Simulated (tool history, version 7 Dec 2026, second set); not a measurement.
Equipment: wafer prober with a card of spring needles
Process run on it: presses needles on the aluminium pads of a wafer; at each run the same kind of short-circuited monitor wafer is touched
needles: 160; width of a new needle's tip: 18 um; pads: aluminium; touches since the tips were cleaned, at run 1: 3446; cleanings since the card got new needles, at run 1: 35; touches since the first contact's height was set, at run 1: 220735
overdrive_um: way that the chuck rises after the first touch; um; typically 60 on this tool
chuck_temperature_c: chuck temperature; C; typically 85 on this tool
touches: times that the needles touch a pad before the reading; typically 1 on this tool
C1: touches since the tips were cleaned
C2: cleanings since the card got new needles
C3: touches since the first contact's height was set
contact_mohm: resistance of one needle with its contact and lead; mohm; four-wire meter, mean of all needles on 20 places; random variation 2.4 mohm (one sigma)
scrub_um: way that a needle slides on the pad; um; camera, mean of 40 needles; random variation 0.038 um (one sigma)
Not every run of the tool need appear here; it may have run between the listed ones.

{"run": 1, "hour": 0.0, "overdrive_um": 60, "chuck_temperature_c": 85, "touches": 1, "C1": 3446, "C2": 35, "C3": 220735, "contact_mohm": 472, "scrub_um": 9.49}
{"hour": 7.2, "done": "tips cleaned on abrasive film"}
{"hour": 20.6, "done": "tips cleaned on abrasive film"}
{"run": 2, "hour": 31.9, "overdrive_um": 60, "chuck_temperature_c": 85, "touches": 1, "C1": 4963, "C2": 37, "C3": 234645, "contact_mohm": 511, "scrub_um": 9.46}
{"hour": 35.6, "done": "tips cleaned on abrasive film"}
{"hour": 50.2, "done": "tips cleaned on abrasive film"}
{"hour": 54.1, "done": "height of the first contact set anew"}
{"run": 3, "hour": 54.5, "overdrive_um": 60, "chuck_temperature_c": 85, "touches": 1, "C1": 1740, "C2": 39, "C3": 177, "contact_mohm": 429, "scrub_um": 9.16}
{"hour": 63.9, "done": "tips cleaned on abrasive film"}
{"hour": 78.6, "done": "tips cleaned on abrasive film"}
{"run": 4, "hour": 78.6, "overdrive_um": 60, "chuck_temperature_c": 85, "touches": 1, "C1": 0, "C2": 41, "C3": 10661, "contact_mohm": 297, "scrub_um": 9.07}
{"hour": 92.2, "done": "tips cleaned on abrasive film"}
{"hour": 106.5, "done": "tips cleaned on abrasive film"}
{"run": 5, "hour": 107.4, "overdrive_um": 60, "chuck_temperature_c": 85, "touches": 1, "C1": 424, "C2": 43, "C3": 23190, "contact_mohm": 337, "scrub_um": 9.1}
{"hour": 121.1, "done": "tips cleaned on abrasive film"}
{"run": 6, "hour": 132.4, "overdrive_um": 60, "chuck_temperature_c": 85, "touches": 1, "C1": 4960, "C2": 44, "C3": 34094, "contact_mohm": 531, "scrub_um": 9.07}
{"hour": 135.8, "done": "tips cleaned on abrasive film"}
{"hour": 145.2, "done": "height of the first contact set anew, once more"}
{"run": 7, "hour": 148.3, "overdrive_um": 60, "chuck_temperature_c": 85, "touches": 2, "C1": 5359, "C2": 45, "C3": 1378, "contact_mohm": 408, "scrub_um": 10.08}
{"hour": 149.9, "done": "tips cleaned on abrasive film"}
{"hour": 164.6, "done": "tips cleaned on abrasive film"}
{"hour": 178.0, "done": "tips cleaned on abrasive film"}
{"run": 8, "hour": 179.4, "overdrive_um": 60, "chuck_temperature_c": 85, "touches": 2, "C1": 588, "C2": 48, "C3": 14854, "contact_mohm": 307, "scrub_um": 10.03}
{"hour": 192.4, "done": "tips cleaned on abrasive film"}
{"run": 9, "hour": 203.1, "overdrive_um": 60, "chuck_temperature_c": 85, "touches": 2, "C1": 4688, "C2": 49, "C3": 25211, "contact_mohm": 405, "scrub_um": 10.01}
{"hour": 207.2, "done": "tips cleaned on abrasive film"}
{"hour": 222.5, "done": "tips cleaned on abrasive film"}
{"run": 10, "hour": 230.5, "overdrive_um": 60, "chuck_temperature_c": 85, "touches": 2, "C1": 3496, "C2": 51, "C3": 37131, "contact_mohm": 390, "scrub_um": 9.96}
{"hour": 236.1, "done": "tips cleaned on abrasive film"}
{"hour": 250.1, "done": "tips cleaned on abrasive film"}
{"run": 11, "hour": 259.3, "overdrive_um": 60, "chuck_temperature_c": 85, "touches": 2, "C1": 4030, "C2": 53, "C3": 49689, "contact_mohm": 395, "scrub_um": 9.96}
{"hour": 264.8, "done": "tips cleaned on abrasive film"}
{"hour": 278.6, "done": "tips cleaned on abrasive film"}
{"run": 12, "hour": 280.6, "overdrive_um": 60, "chuck_temperature_c": 38, "touches": 2, "C1": 853, "C2": 55, "C3": 58906, "contact_mohm": 321, "scrub_um": 9.95}
{"hour": 292.6, "done": "tips cleaned on abrasive film"}
{"run": 13, "hour": 294.7, "overdrive_um": 42, "chuck_temperature_c": 85, "touches": 1, "C1": 945, "C2": 56, "C3": 65062, "contact_mohm": 461, "scrub_um": 6.92}
{"hour": 306.6, "done": "tips cleaned on abrasive film"}
{"run": 14, "hour": 315.1, "overdrive_um": 42, "chuck_temperature_c": 85, "touches": 1, "C1": 3712, "C2": 57, "C3": 73937, "contact_mohm": 674, "scrub_um": 6.86}
{"hour": 319.9, "done": "tips cleaned on abrasive film"}
{"run": 15, "hour": 333.0, "overdrive_um": 60, "chuck_temperature_c": 30, "touches": 2, "C1": 5723, "C2": 58, "C3": 81739, "contact_mohm": 420, "scrub_um": 9.92}
{"hour": 335.4, "done": "tips cleaned on abrasive film"}
{"hour": 349.0, "done": "tips cleaned on abrasive film"}
{"run": 16, "hour": 357.6, "overdrive_um": 46, "chuck_temperature_c": 102, "touches": 1, "C1": 3762, "C2": 60, "C3": 92423, "contact_mohm": 623, "scrub_um": 7.51}
{"hour": 365.0, "done": "tips cleaned on abrasive film"}
{"run": 17, "hour": 372.2, "overdrive_um": 46, "chuck_temperature_c": 102, "touches": 1, "C1": 3152, "C2": 61, "C3": 98784, "contact_mohm": 604, "scrub_um": 7.5}
{"hour": 379.8, "done": "tips cleaned on abrasive film"}
{"hour": 393.2, "done": "tips cleaned on abrasive film"}
{"run": 18, "hour": 403.8, "overdrive_um": 48, "chuck_temperature_c": 85, "touches": 2, "C1": 4635, "C2": 63, "C3": 112544, "contact_mohm": 501, "scrub_um": 7.72}
{"hour": 406.5, "done": "tips cleaned on abrasive film"}
{"run": 19, "hour": 419.5, "overdrive_um": 53, "chuck_temperature_c": 100, "touches": 2, "C1": 5707, "C2": 64, "C3": 119387, "contact_mohm": 486, "scrub_um": 8.6}

4 ways to go on from here, each from the tool as it stands after run 19. What would each give?
{"hour": 421.1, "done": "tips cleaned on abrasive film"}
{"hour": 437.0, "done": "tips cleaned on abrasive film"}
{"run": "A", "hour": 448.9, "overdrive_um": 59, "chuck_temperature_c": 101, "touches": 1, "C1": 5187, "C2": 66, "C3": 132174, "contact_mohm": "?", "scrub_um": "?"}
{"hour": 421.1, "done": "tips cleaned on abrasive film"}
{"hour": 437.0, "done": "tips cleaned on abrasive film"}
{"run": "B", "hour": 448.9, "overdrive_um": 53, "chuck_temperature_c": 63, "touches": 1, "C1": 5187, "C2": 66, "C3": 132174, "contact_mohm": "?", "scrub_um": "?"}
{"hour": 421.1, "done": "tips cleaned on abrasive film"}
{"hour": 437.0, "done": "tips cleaned on abrasive film"}
{"run": "C", "hour": 448.9, "overdrive_um": 64, "chuck_temperature_c": 53, "touches": 2, "C1": 5187, "C2": 66, "C3": 132174, "contact_mohm": "?", "scrub_um": "?"}
{"hour": 421.1, "done": "tips cleaned on abrasive film"}
{"hour": 437.0, "done": "tips cleaned on abrasive film"}
{"run": "D", "hour": 448.9, "overdrive_um": 60, "chuck_temperature_c": 84, "touches": 1, "C1": 5187, "C2": 66, "C3": 132174, "contact_mohm": "?", "scrub_um": "?"}

run=A contact_mohm=538 scrub_um=9.55
run=B contact_mohm=609 scrub_um=8.54
run=C contact_mohm=406 scrub_um=10.49
run=D contact_mohm=528 scrub_um=9.72
What these runs would have given with no unlogged condition in the tool:
run=A contact_mohm=284 scrub_um=9.9
run=B contact_mohm=276 scrub_um=8.9
run=C contact_mohm=265 scrub_um=10.85
run=D contact_mohm=275 scrub_um=10.07

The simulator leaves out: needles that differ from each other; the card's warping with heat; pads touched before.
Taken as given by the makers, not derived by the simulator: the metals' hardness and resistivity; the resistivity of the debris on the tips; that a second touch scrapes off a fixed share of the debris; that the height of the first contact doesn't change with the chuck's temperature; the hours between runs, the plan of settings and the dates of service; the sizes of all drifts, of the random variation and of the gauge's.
